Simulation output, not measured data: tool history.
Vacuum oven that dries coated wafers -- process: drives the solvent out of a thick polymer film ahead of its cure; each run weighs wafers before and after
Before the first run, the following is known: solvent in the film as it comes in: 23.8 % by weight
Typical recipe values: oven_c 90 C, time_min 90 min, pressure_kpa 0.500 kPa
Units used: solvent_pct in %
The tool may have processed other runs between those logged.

run,hour,oven_c,time_min,pressure_kpa,solvent_pct
1,0.0,90,90,0.500,4.57
2,93.8,90,90,0.500,4.56
3,178.0,90,90,0.500,4.60
4,259.5,79,90,0.500,8.89
5,360.3,79,90,0.500,9.00
6,463.6,79,90,0.500,9.05
# hour 472.7: vacuum gauge cleaned of residue and calibrated
7,573.2,90,90,0.666,4.52
8,619.2,90,90,0.666,4.38
9,702.4,90,90,0.666,4.50
10,804.4,90,90,0.666,4.56
11,884.0,103,94,0.500,0.88
12,963.8,80,48,0.640,12.39
# hour 1046.0: oven's thermocouples calibrated
13,1074.9,80,48,0.640,13.10
# hour 1087.4: vacuum gauge cleaned of residue and calibrated, once more
14,1166.8,80,48,0.640,12.68
15,1234.7,90,90,1.135,5.18
16,1309.2,90,96,0.500,4.28
17,1371.5,77,158,0.922,6.57
18,1434.9,99,70,1.967,3.73

Here are 3 independent what-if runs from the current tool condition. What would each one return?
A,1522.0,88,70,1.967,?
B,1522.0,84,54,0.310,?
C,1522.0,86,70,1.967,?

run,solvent_pct
A,7.83
B,10.70
C,8.75
What these runs would have given with no unlogged condition in the tool:
run,solvent_pct
A,7.79
B,10.66
C,8.71

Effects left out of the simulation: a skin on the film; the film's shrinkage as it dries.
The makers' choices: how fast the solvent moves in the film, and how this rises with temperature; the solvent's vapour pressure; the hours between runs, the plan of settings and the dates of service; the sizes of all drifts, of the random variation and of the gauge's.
